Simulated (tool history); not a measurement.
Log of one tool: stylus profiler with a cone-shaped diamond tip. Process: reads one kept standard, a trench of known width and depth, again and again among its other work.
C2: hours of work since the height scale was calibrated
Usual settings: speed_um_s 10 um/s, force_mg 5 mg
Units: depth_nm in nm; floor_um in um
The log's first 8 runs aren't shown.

{"run": 9, "hour": 206.3, "speed_um_s": 10, "force_mg": 10.36, "scans with this tip": 6024, "C2": 649, "depth_nm": 103.36, "floor_um": 28.45}
{"run": 10, "hour": 234.1, "speed_um_s": 10, "force_mg": 10.36, "scans with this tip": 6201, "C2": 669, "depth_nm": 103.38, "floor_um": 28.41}
{"run": 11, "hour": 249.1, "speed_um_s": 10, "force_mg": 10.36, "scans with this tip": 6295, "C2": 679, "depth_nm": 103.38, "floor_um": 28.42}
{"run": 12, "hour": 271.2, "speed_um_s": 10, "force_mg": 10.36, "scans with this tip": 6435, "C2": 694, "depth_nm": 103.43, "floor_um": 28.41}
{"run": 13, "hour": 286.9, "speed_um_s": 8, "force_mg": 10.36, "scans with this tip": 6535, "C2": 705, "depth_nm": 103.38, "floor_um": 28.41}
{"run": 14, "hour": 308.8, "speed_um_s": 8, "force_mg": 10.36, "scans with this tip": 6674, "C2": 720, "depth_nm": 103.36, "floor_um": 28.4}
{"run": 15, "hour": 326.2, "speed_um_s": 8, "force_mg": 10.36, "scans with this tip": 6784, "C2": 731, "depth_nm": 103.67, "floor_um": 28.41}
{"run": 16, "hour": 340.1, "speed_um_s": 12, "force_mg": 5.07, "scans with this tip": 6873, "C2": 741, "depth_nm": 102.45, "floor_um": 28.42}
{"run": 17, "hour": 369.7, "speed_um_s": 12, "force_mg": 5.07, "scans with this tip": 7060, "C2": 761, "depth_nm": 102.52, "floor_um": 28.36}
{"run": 18, "hour": 384.7, "speed_um_s": 12, "force_mg": 5.07, "scans with this tip": 7155, "C2": 771, "depth_nm": 102.3, "floor_um": 28.32}
{"run": 19, "hour": 414.8, "speed_um_s": 12, "force_mg": 5.07, "scans with this tip": 7346, "C2": 792, "depth_nm": 102.36, "floor_um": 28.38}
{"run": 20, "hour": 445.1, "speed_um_s": 5, "force_mg": 5.35, "scans with this tip": 7538, "C2": 813, "depth_nm": 102.24, "floor_um": 28.4}
{"run": 21, "hour": 474.2, "speed_um_s": 3, "force_mg": 4.06, "scans with this tip": 7723, "C2": 833, "depth_nm": 102.12, "floor_um": 28.38}
{"run": 22, "hour": 489.8, "speed_um_s": 10, "force_mg": 3.66, "scans with this tip": 7821, "C2": 843, "depth_nm": 101.81, "floor_um": 28.34}
{"run": 23, "hour": 512.0, "speed_um_s": 16, "force_mg": 13.71, "scans with this tip": 7962, "C2": 858, "depth_nm": 104.09, "floor_um": 28.33}
{"run": 24, "hour": 532.6, "speed_um_s": 4, "force_mg": 13.71, "scans with this tip": 8093, "C2": 872, "depth_nm": 104.18, "floor_um": 28.42}
{"run": 25, "hour": 552.3, "speed_um_s": 4, "force_mg": 13.71, "scans with this tip": 8218, "C2": 886, "depth_nm": 104.18, "floor_um": 28.32}
{"run": 26, "hour": 581.5, "speed_um_s": 4, "force_mg": 13.71, "scans with this tip": 8403, "C2": 906, "depth_nm": 104.07, "floor_um": 28.27}
{"run": 27, "hour": 611.4, "speed_um_s": 27, "force_mg": 2.19, "scans with this tip": 8592, "C2": 926, "depth_nm": 101.56, "floor_um": 28.23}
{"run": 28, "hour": 641.7, "speed_um_s": 4, "force_mg": 8.34, "scans with this tip": 8784, "C2": 947, "depth_nm": 103.19, "floor_um": 28.27}
{"run": 29, "hour": 662.7, "speed_um_s": 13, "force_mg": 7.95, "scans with this tip": 8918, "C2": 961, "depth_nm": 102.94, "floor_um": 28.26}
{"run": 30, "hour": 681.6, "speed_um_s": 13, "force_mg": 7.95, "scans with this tip": 9037, "C2": 974, "depth_nm": 103.19, "floor_um": 28.31}

Forecast each of these 5 alternatives for the next run:
{"run": "A", "hour": 705.3, "speed_um_s": 15, "force_mg": 4.66, "scans with this tip": 9187, "C2": 991, "depth_nm": "?", "floor_um": "?"}
{"run": "B", "hour": 705.3, "speed_um_s": 10, "force_mg": 3.8, "scans with this tip": 9187, "C2": 991, "depth_nm": "?", "floor_um": "?"}
{"run": "C", "hour": 705.3, "speed_um_s": 8, "force_mg": 5, "scans with this tip": 9187, "C2": 991, "depth_nm": "?", "floor_um": "?"}
{"run": "D", "hour": 705.3, "speed_um_s": 11, "force_mg": 6.34, "scans with this tip": 9187, "C2": 991, "depth_nm": "?", "floor_um": "?"}
{"run": "E", "hour": 705.3, "speed_um_s": 20, "force_mg": 12.19, "scans with this tip": 9187, "C2": 991, "depth_nm": "?", "floor_um": "?"}

run=A depth_nm=102.3 floor_um=28.25
run=B depth_nm=102.19 floor_um=28.26
run=C depth_nm=102.18 floor_um=28.23
run=D depth_nm=102.64 floor_um=28.26
run=E depth_nm=104.1 floor_um=28.32
Without the tool's hidden state the same runs would have given:
run=A depth_nm=101.79 floor_um=28.71
run=B depth_nm=101.67 floor_um=28.72
run=C depth_nm=101.67 floor_um=28.68
run=D depth_nm=102.12 floor_um=28.72
run=E depth_nm=103.57 floor_um=28.78
